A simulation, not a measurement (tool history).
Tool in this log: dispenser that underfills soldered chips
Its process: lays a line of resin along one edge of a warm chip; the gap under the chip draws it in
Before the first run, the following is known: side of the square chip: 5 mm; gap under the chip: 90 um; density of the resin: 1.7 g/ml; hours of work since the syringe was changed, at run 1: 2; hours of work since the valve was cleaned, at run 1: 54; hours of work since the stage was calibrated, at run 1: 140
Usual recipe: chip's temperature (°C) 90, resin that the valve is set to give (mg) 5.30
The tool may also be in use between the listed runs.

| run | day | chip's temperature (°C) | resin that the valve is set to give (mg) | hours of work since the syringe was changed | hours of work since the valve was cleaned | hours of work since the stage was calibrated | time until the resin shows at the far edge (s) | resin that the valve gave (mg) |
|---|---|---|---|---|---|---|---|---|
| 1 | 0.000 | 90 | 5.30 | 2 | 54 | 140 | 20.5 | 5.21 |
| 2 | 0.125 | 90 | 5.30 | 4 | 57 | 143 | 24.3 | 5.19 |
| 3 | 0.358 | 90 | 5.30 | 9 | 61 | 147 | 30.8 | 5.20 |
|  | 0.512 | new syringe of resin |
| 4 | 0.600 | 90 | 5.30 | 2 | 65 | 151 | 20.4 | 5.18 |
| 5 | 0.729 | 90 | 5.30 | 4 | 67 | 153 | 22.8 | 5.19 |
| 6 | 0.838 | 90 | 5.30 | 6 | 69 | 155 | 26.5 | 5.16 |
| 7 | 1.025 | 90 | 5.30 | 9 | 73 | 159 | 31.9 | 5.17 |
|  | 1.129 | new syringe of resin |
| 8 | 1.275 | 90 | 4.61 | 3 | 77 | 163 | 22.4 | 4.48 |
| 9 | 1.450 | 88 | 5.30 | 6 | 80 | 166 | 28.0 | 5.12 |
| 10 | 1.692 | 93 | 5.30 | 10 | 85 | 171 | 29.3 | 5.12 |
|  | 1.754 | new syringe of resin |
| 11 | 1.904 | 93 | 5.30 | 3 | 88 | 174 | 19.6 | 5.11 |
| 12 | 2.129 | 93 | 5.30 | 7 | 92 | 178 | 24.7 | 5.12 |
| 13 | 2.271 | 93 | 5.30 | 9 | 95 | 181 | 28.3 | 5.11 |
|  | 2.383 | new syringe of resin |
| 14 | 2.504 | 93 | 5.30 | 2 | 99 | 185 | 18.7 | 5.12 |
| 15 | 2.608 | 90 | 6.41 | 4 | 101 | 187 | 22.6 | 6.15 |
| 16 | 2.783 | 90 | 6.41 | 7 | 104 | 190 | 27.2 | 6.16 |
| 17 | 2.938 | 90 | 6.41 | 10 | 107 | 193 | 31.2 | 6.16 |
|  | 3.012 | new syringe of resin |
| 18 | 3.088 | 90 | 6.41 | 1 | 109 | 195 | 19.8 | 6.14 |
| 19 | 3.275 | 82 | 4.95 | 5 | 113 | 199 | 34.4 | 4.74 |
| 20 | 3.425 | 90 | 5.84 | 7 | 116 | 202 | 27.5 | 5.59 |
|  | 3.638 | new syringe of resin |
| 21 | 3.671 | 102 | 5.30 | 1 | 120 | 206 | 12.8 | 5.07 |
| 22 | 3.796 | 92 | 6.30 | 3 | 122 | 208 | 20.0 | 6.01 |
| 23 | 3.912 | 87 | 5.07 | 5 | 124 | 210 | 27.9 | 4.85 |
| 24 | 4.042 | 78 | 5.00 | 7 | 127 | 213 | 46.2 | 4.78 |
|  | 4.146 | dispensing valve cleaned and set on the balance |
| 25 | 4.221 | 96 | 5.00 | 10 | 1 | 215 | 26.4 | 5.00 |
|  | 4.308 | new syringe of resin |
| 26 | 4.446 | 86 | 6.67 | 3 | 5 | 219 | 24.2 | 6.64 |
| 27 | 4.583 | 86 | 6.67 | 5 | 8 | 221 | 28.0 | 6.66 |
| 28 | 4.721 | 90 | 5.06 | 8 | 10 | 224 | 29.1 | 5.07 |
| 29 | 4.875 | 98 | 6.64 | 10 | 13 | 227 | 23.0 | 6.63 |
|  | 4.938 | new syringe of resin |
| 30 | 5.100 | 103 | 6.27 | 3 | 17 | 231 | 13.2 | 6.22 |
| 31 | 5.267 | 82 | 4.63 | 6 | 20 | 234 | 37.3 | 4.63 |
| 32 | 5.471 | 100 | 6.64 | 10 | 24 | 237 | 22.0 | 6.58 |
|  | 5.571 | new syringe of resin |
| 33 | 5.604 | 97 | 5.37 | 1 | 26 | 240 | 14.4 | 5.35 |
| 34 | 5.712 | 97 | 5.37 | 3 | 28 | 242 | 16.3 | 5.31 |
| 35 | 5.879 | 75 | 5.30 | 6 | 31 | 245 | 45.7 | 5.25 |

Selected run-to-run steps in time until the resin shows at the far edge (s), each split into two signed amounts: the part the tool would show with no hidden state at all (from settings, incoming material and random variation), and the remainder, which goes to the hidden state together with any gauge scatter not common to the measured and the hidden-state-free results:
Hidden conditions of the tool in this case: resin's viscosity, % of fresh resin's; dose that the valve gives, % of what is set; true chip temperature over the reading, C; drift of the gauge itself on fill_s, %; drift of the gauge itself on given_mg, %.
Run 3 -> 4: new syringe of resin. time until the resin shows at the far edge (s) -10.4: hidden state -9.9, all else -0.5.
Run 7 -> 8: resin that the valve is set to give (mg) 5.30 -> 4.61, new syringe of resin. time until the resin shows at the far edge (s) -9.5: hidden state -9.4, all else -0.1.
Run 17 -> 18: new syringe of resin. time until the resin shows at the far edge (s) -11.4: hidden state -11.0, all else -0.4.
Run 24 -> 25: chip's temperature (°C) 78 -> 96, dispensing valve cleaned and set on the balance. time until the resin shows at the far edge (s) -19.8: hidden state -3.7, all else -16.1.
Run 30 -> 31: chip's temperature (°C) 103 -> 82, resin that the valve is set to give (mg) 6.27 -> 4.63. time until the resin shows at the far edge (s) +24.1: hidden state +7.1, all else +17.0.
Run 34 -> 35: chip's temperature (°C) 97 -> 75, resin that the valve is set to give (mg) 5.37 -> 5.30. time until the resin shows at the far edge (s) +29.4: hidden state +7.6, all else +21.8.
